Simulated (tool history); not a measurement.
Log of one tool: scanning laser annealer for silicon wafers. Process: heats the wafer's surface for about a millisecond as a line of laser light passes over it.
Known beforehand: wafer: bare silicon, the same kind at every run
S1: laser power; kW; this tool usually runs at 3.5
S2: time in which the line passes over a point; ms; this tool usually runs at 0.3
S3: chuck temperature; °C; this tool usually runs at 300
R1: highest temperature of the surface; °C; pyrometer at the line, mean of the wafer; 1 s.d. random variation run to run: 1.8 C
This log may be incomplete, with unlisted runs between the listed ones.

run	hour	S1	S2	S3	R1
1	0	3.5	0.3	300	1016
# hour 17.7: optics aligned, line set to its width
2	75.4	3.099	0.3	300	935
3	140.1	3.5	0.3	291	1010
4	174.5	3.5	0.3	300	1016
5	213.8	3.5	0.3	300	1013
6	248.1	3.278	0.3	300	962
7	278.3	3.278	0.3	300	962
8	321.5	3.5	0.3	300	1010
9	352.9	3.5	0.3	300	1007
10	386.7	3.581	0.3	300	1026
11	434.6	3.581	0.3	300	1024
12	483.6	3.581	0.3	300	1017
13	533.7	3.581	0.3	300	1016
# hour 570.3: window over the wafer cleaned
14	582.8	3.581	0.3	300	1004
15	622.7	3.5	0.3	300	985
16	694.3	3.5	0.3	300	982
# hour 737.7: window over the wafer cleaned, once more
17	738.5	3.5	0.3	300	1044
18	783.4	3.5	0.3	300	1043
19	831	3.5	0.3	300	1040
20	895.9	3.5	0.3	300	1037
21	946.7	3.5	0.3	300	1037
22	1005.4	3.5	0.3	332	1066

Run 23 is up next; what results do you expect?
23	1066.3	3.781	0.237	319	?

{"run 23": {"R1": 1036}}
The same run, on a tool lacking any hidden state, would have yielded R1 1050 °C.
